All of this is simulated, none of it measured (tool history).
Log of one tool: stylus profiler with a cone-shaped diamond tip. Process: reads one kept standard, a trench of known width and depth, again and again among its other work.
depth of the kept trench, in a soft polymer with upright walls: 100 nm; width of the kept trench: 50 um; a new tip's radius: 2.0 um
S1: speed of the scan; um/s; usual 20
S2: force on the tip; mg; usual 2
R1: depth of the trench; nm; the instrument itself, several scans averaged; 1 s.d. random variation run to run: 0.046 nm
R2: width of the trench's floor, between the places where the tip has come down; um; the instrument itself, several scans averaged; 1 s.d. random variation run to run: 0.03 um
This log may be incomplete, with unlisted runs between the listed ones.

run 1 hour=0 | S1=20 S2=2 | R1=100.27 R2=48.29
run 2 hour=70.3 | S1=20 S2=2 | R1=100.28 R2=48.3
run 3 hour=140.2 | S1=20 S2=4.55 | R1=100.77 R2=48.27
run 4 hour=222.1 | S1=20 S2=2.64 | R1=100.28 R2=48.18
run 5 hour=282.8 | S1=20 S2=2.64 | R1=100.3 R2=48.24
run 6 hour=366.3 | S1=20 S2=2 | R1=100.12 R2=48.24
run 7 hour=421 | S1=20 S2=2 | R1=100.18 R2=48.25
run 8 hour=462.7 | S1=20 S2=2 | R1=100.1 R2=48.17
run 9 hour=545.7 | S1=20 S2=2 | R1=100.15 R2=48.16
run 10 hour=594.3 | S1=20 S2=2 | R1=100.15 R2=48.16
run 11 hour=648.8 | S1=20 S2=3.14 | R1=100.28 R2=48.19
run 12 hour=703.6 | S1=20 S2=3.14 | R1=100.32 R2=48.15
-- hour=727.2 height scale calibrated on a step standard
run 13 hour=746.8 | S1=20 S2=3.14 | R1=100.93 R2=48.15
run 14 hour=785.7 | S1=20 S2=3.14 | R1=100.9 R2=48.18
run 15 hour=842.8 | S1=13 S2=3.14 | R1=100.94 R2=48.16
run 16 hour=889.8 | S1=13 S2=3.14 | R1=100.86 R2=48.17
run 17 hour=968.2 | S1=13 S2=3.14 | R1=100.81 R2=48.17
run 18 hour=1021.7 | S1=13 S2=3.14 | R1=100.87 R2=48.04
run 19 hour=1092 | S1=20 S2=2 | R1=100.64 R2=48.1
run 20 hour=1138.1 | S1=20 S2=2 | R1=100.54 R2=48.04
run 21 hour=1194.6 | S1=5 S2=3.13 | R1=100.77 R2=48.1
run 22 hour=1280.3 | S1=5 S2=3.13 | R1=100.76 R2=48.13
run 23 hour=1348.2 | S1=5 S2=3.13 | R1=100.77 R2=48.12
run 24 hour=1393.6 | S1=5 S2=3.13 | R1=100.76 R2=48.08
run 25 hour=1480.4 | S1=13 S2=4.47 | R1=100.85 R2=48.06
run 26 hour=1532.9 | S1=8 S2=1.38 | R1=100.3 R2=48.06
run 27 hour=1572.4 | S1=20 S2=0.77 | R1=100.14 R2=47.88
run 28 hour=1645.2 | S1=6 S2=2.33 | R1=100.48 R2=48.04
run 29 hour=1732 | S1=27 S2=5.32 | R1=101.04 R2=47.96
run 30 hour=1807 | S1=15 S2=2.74 | R1=100.52 R2=47.9
run 31 hour=1853.3 | S1=75 S2=0.75 | R1=100.04 R2=47.3
run 32 hour=1926.3 | S1=34 S2=2.76 | R1=100.45 R2=47.83
run 33 hour=1972.4 | S1=79 S2=2.48 | R1=100.51 R2=47.58
run 34 hour=2010.3 | S1=20 S2=0.91 | R1=100.05 R2=47.77
run 35 hour=2056.4 | S1=20 S2=0.91 | R1=100.02 R2=47.82
run 36 hour=2106.9 | S1=53 S2=1.01 | R1=100.07 R2=47.54
run 37 hour=2195.2 | S1=19 S2=2.37 | R1=100.36 R2=47.85
run 38 hour=2233.2 | S1=14 S2=2.41 | R1=100.31 R2=47.91
run 39 hour=2269.3 | S1=14 S2=2.41 | R1=100.26 R2=47.87
run 40 hour=2352.9 | S1=14 S2=2.41 | R1=100.26 R2=47.85

For each run, the measured value with the value that run would have given without the tool's hidden condition subtracted. The run-to-run variation is shared by both, the gauge scatter possibly not:
What the log doesn't record here: radius of the tip, um; height scale over the true one, %; drift of the gauge itself on depth_nm, %; drift of the gauge itself on floor_um, %.
run=1 R1=-0.4 R2=-0.34
run=2 R1=-0.43 R2=-0.36
run=3 R1=-0.45 R2=-0.38
run=4 R1=-0.47 R2=-0.39
run=5 R1=-0.49 R2=-0.41
run=6 R1=-0.51 R2=-0.42
run=7 R1=-0.53 R2=-0.43
run=8 R1=-0.55 R2=-0.45
run=9 R1=-0.57 R2=-0.46
run=10 R1=-0.58 R2=-0.47
run=11 R1=-0.59 R2=-0.48
run=12 R1=-0.61 R2=-0.49
run=13 R1=+0.01 R2=-0.5
run=14 R1=+0 R2=-0.51
run=15 R1=-0.02 R2=-0.52
run=16 R1=-0.03 R2=-0.53
run=17 R1=-0.05 R2=-0.54
run=18 R1=-0.07 R2=-0.56
run=19 R1=-0.08 R2=-0.57
run=20 R1=-0.1 R2=-0.58
run=21 R1=-0.11 R2=-0.59
run=22 R1=-0.14 R2=-0.61
run=23 R1=-0.16 R2=-0.62
run=24 R1=-0.18 R2=-0.63
run=25 R1=-0.21 R2=-0.65
run=26 R1=-0.22 R2=-0.65
run=27 R1=-0.23 R2=-0.66
run=28 R1=-0.26 R2=-0.68
run=29 R1=-0.27 R2=-0.69
run=30 R1=-0.3 R2=-0.7
run=31 R1=-0.31 R2=-0.71
run=32 R1=-0.34 R2=-0.73
run=33 R1=-0.35 R2=-0.73
run=34 R1=-0.36 R2=-0.74
run=35 R1=-0.37 R2=-0.74
run=36 R1=-0.39 R2=-0.76
run=37 R1=-0.41 R2=-0.77
run=38 R1=-0.42 R2=-0.78
run=39 R1=-0.44 R2=-0.78
run=40 R1=-0.46 R2=-0.8
